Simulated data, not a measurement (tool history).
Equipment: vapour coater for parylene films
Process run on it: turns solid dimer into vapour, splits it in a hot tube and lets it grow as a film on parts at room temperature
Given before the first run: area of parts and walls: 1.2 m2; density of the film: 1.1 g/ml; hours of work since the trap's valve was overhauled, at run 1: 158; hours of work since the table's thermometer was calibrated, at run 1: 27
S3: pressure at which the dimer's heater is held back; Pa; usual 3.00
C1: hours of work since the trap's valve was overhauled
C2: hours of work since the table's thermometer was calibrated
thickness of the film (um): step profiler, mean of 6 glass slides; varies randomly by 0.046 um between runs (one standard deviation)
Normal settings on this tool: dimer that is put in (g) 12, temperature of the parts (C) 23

Run 1, hour 0.0: usual settings; C1 158; C2 27. Result: thickness of the film (um) 5.46.
Run 2, hour 23.3: usual settings; C1 177; C2 46. Result: thickness of the film (um) 5.52.
Run 3, hour 38.1: usual settings but S3 6.31 Pa; C1 189; C2 58. Result: thickness of the film (um) 4.90.
Run 4, hour 49.8: usual settings but S3 6.31 Pa; C1 199; C2 67. Result: thickness of the film (um) 4.82.
Run 5, hour 63.0: usual settings but S3 6.31 Pa; C1 209; C2 78. Result: thickness of the film (um) 4.83.
Run 6, hour 86.8: usual settings; C1 229; C2 97. Result: thickness of the film (um) 5.35.
At hour 94.8: trap's valve overhauled.
Run 7, hour 114.2: usual settings but temperature of the parts (C) 16; C1 16; C2 117. Result: thickness of the film (um) 6.85.
Run 8, hour 136.6: usual settings but temperature of the parts (C) 16; C1 34; C2 135. Result: thickness of the film (um) 6.81.
Run 9, hour 159.9: usual settings; C1 53; C2 154. Result: thickness of the film (um) 5.52.
Run 10, hour 182.4: usual settings; C1 72; C2 172. Result: thickness of the film (um) 5.70.
Run 11, hour 200.2: usual settings but dimer that is put in (g) 15, temperature of the parts (C) 35, S3 11.47 Pa; C1 86; C2 187. Result: thickness of the film (um) 4.32.
Run 12, hour 214.3: usual settings but dimer that is put in (g) 15, temperature of the parts (C) 35, S3 11.47 Pa; C1 98; C2 198. Result: thickness of the film (um) 4.29.
Run 13, hour 230.2: usual settings but dimer that is put in (g) 20, temperature of the parts (C) 16, S3 2.37 Pa; C1 111; C2 211. Result: thickness of the film (um) 11.36.
Run 14, hour 251.8: usual settings but temperature of the parts (C) 30, S3 7.62 Pa; C1 128; C2 229. Result: thickness of the film (um) 4.05.
Run 15, hour 268.2: usual settings but dimer that is put in (g) 6, temperature of the parts (C) 30, S3 7.62 Pa; C1 142; C2 242. Result: thickness of the film (um) 2.02.
Run 16, hour 284.6: usual settings but dimer that is put in (g) 6, temperature of the parts (C) 30, S3 7.62 Pa; C1 155; C2 256. Result: thickness of the film (um) 2.01.
Run 17, hour 303.1: usual settings but temperature of the parts (C) 16, S3 7.52 Pa; C1 170; C2 271. Result: thickness of the film (um) 5.73.
Run 18, hour 320.3: usual settings but dimer that is put in (g) 9, temperature of the parts (C) 35; C1 184; C2 285. Result: thickness of the film (um) 3.04.

Take each entry between the runs: how does the hidden state at the last listed run before it differ from the hidden state at the first listed run after it?
Between runs 6 and 7: trap's valve overhauled (hour 94.8)
  vapour lost through the trap's worn valve, %: 6.8 -> 0.6
  measured minus no-state result, thickness of the film (um): -0.38 -> -0.04
